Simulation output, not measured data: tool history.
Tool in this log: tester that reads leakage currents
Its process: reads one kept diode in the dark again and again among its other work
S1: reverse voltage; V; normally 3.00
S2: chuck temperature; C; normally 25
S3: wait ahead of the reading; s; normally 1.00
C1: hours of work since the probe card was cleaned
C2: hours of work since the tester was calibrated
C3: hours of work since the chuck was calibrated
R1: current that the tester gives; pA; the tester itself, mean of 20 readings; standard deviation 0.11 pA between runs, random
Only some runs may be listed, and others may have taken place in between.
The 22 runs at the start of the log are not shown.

run	day	S1	S2	S3	C1	C2	C3	R1
23	108.592	2.92	36	5.09	68	3950	390	69.60
24	114.154	8.70	28	1.00	129	4010	450	71.27
25	117.642	8.64	25	0.60	167	4048	488	57.06
26	124.050	8.64	25	0.60	236	4118	558	56.73
# day 125.767: tester calibrated
27	130.038	13.11	54	0.32	301	46	622	507.92
28	133.554	3.00	31	7.13	339	85	661	46.61
# day 135.883: probe card cleaned and baked, once more
29	140.362	5.51	25	5.63	49	158	733	40.29
30	147.450	5.51	25	5.63	126	235	811	39.91
31	153.800	5.51	25	5.63	195	304	880	39.74
32	158.129	15.14	39	0.96	242	351	927	193.00
33	163.054	2.86	48	1.64	296	405	980	144.51
34	166.921	3.57	48	1.00	338	447	1023	161.39
35	174.054	3.57	27	1.00	416	524	1100	36.15
36	181.150	7.21	45	1.00	493	602	1178	189.50
37	185.421	7.21	45	1.00	539	648	1224	188.16
38	190.500	7.21	45	1.00	595	703	1279	188.91
39	194.425	7.21	45	1.00	637	746	1322	188.81
40	198.171	7.21	47	0.98	678	787	1363	214.98

Predict each of these 3 candidate next runs independently; none follows another, all start after run 40:
A	204.517	7.09	23	1.00	747	856	1432	?
B	204.517	4.32	47	0.98	747	856	1432	?
C	204.517	4.00	30	0.98	747	856	1432	?

run	R1
A	37.53
B	161.77
C	46.51
Without the tool's hidden state the same runs would have given:
run	R1
A	43.77
B	186.80
C	54.33
